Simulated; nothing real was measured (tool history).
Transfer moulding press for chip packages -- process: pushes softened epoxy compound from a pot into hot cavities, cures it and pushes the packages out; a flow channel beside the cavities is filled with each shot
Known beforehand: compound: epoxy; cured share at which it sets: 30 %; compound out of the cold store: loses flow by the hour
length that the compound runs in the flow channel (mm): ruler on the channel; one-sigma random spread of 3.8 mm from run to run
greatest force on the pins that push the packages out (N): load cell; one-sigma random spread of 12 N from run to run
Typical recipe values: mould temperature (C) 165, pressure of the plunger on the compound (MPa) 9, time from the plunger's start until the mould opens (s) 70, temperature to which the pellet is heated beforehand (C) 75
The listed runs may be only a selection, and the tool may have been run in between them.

run	hour	mould temperature (C)	pressure of the plunger on the compound (MPa)	time from the plunger's start until the mould opens (s)	temperature to which the pellet is heated beforehand (C)	incoming compound's hours out of the cold store	length that the compound runs in the flow channel (mm)	greatest force on the pins that push the packages out (N)
1	0	165	9	70	75	47.4	579	652
# hour 14.8: plunger's sealing rings changed
2	17.5	165	9.27	70	75	20.3	690	815
3	29.2	165	9.27	70	68	14.8	714	880
# hour 40.9: cavities cleaned with cleaning compound and waxed
4	44.5	165	8.2	70	75	38.4	599	601
5	58.8	160	8.2	70	75	16.7	662	1187
6	67.5	165	9	70	79	24.8	661	778
7	73.7	165	9	70	75	42.1	605	825
8	83.4	165	9	70	75	14.2	686	874
# hour 92.3: cavities cleaned with cleaning compound and waxed
9	94	165	9	70	75	43.2	604	624
10	107.5	165	9	70	75	21.6	657	760
11	114.6	165	9	70	75	12.5	686	813
12	123.9	161	9	70	75	37.3	625	1137
13	137.4	161	9	70	75	17	676	1281
# hour 143.2: cavities cleaned with cleaning compound and waxed
14	146.8	161	9	70	75	27.4	643	841
15	157.4	161	9	70	75	46.3	590	965
16	165.5	161	9	70	75	16.7	674	1106
# hour 169.1: plunger's sealing rings changed
17	178.4	165	9	70	77	47.2	610	789
18	190.8	165	9	56	78	12.8	703	1692
# hour 196.2: cavities cleaned with cleaning compound and waxed
19	205.6	165	9	56	78	9	713	1305
20	217.7	165	9	70	82	41.4	611	760
21	229.3	165	9	70	82	37	622	837
22	241.1	172	6.93	53	75	41.5	521	1114
# hour 247.4: cavities cleaned with cleaning compound and waxed
23	252.5	158	9.85	83	73	16.4	728	787
24	258.9	165	7.09	70	71	41.9	532	711
25	265.8	157	9	80	75	11.1	713	1175
26	275.2	163	8.29	66	75	12.7	657	1181
27	286	163	8.29	66	75	12.9	659	1272
28	293.7	163	8.29	66	75	30.5	605	1211

Here are 4 independent what-if runs from the current tool condition. What would each one return?
# hour 298.1: cavities cleaned with cleaning compound and waxed
A	303.8	165	7.91	70	67	45	?	?
# hour 298.1: cavities cleaned with cleaning compound and waxed
B	303.8	167	8.97	70	75	12.5	?	?
# hour 298.1: cavities cleaned with cleaning compound and waxed
C	303.8	165	7.95	70	82	25.5	?	?
# hour 298.1: cavities cleaned with cleaning compound and waxed
D	303.8	159	8.29	83	76	9.2	?	?

run	length that the compound runs in the flow channel (mm)	greatest force on the pins that push the packages out (N)
A	550	664
B	664	621
C	603	642
D	674	727
With the hidden condition removed and each run's random variation left untouched, the same runs would have given:
run	length that the compound runs in the flow channel (mm)	greatest force on the pins that push the packages out (N)
A	576	555
B	695	527
C	631	537
D	705	599

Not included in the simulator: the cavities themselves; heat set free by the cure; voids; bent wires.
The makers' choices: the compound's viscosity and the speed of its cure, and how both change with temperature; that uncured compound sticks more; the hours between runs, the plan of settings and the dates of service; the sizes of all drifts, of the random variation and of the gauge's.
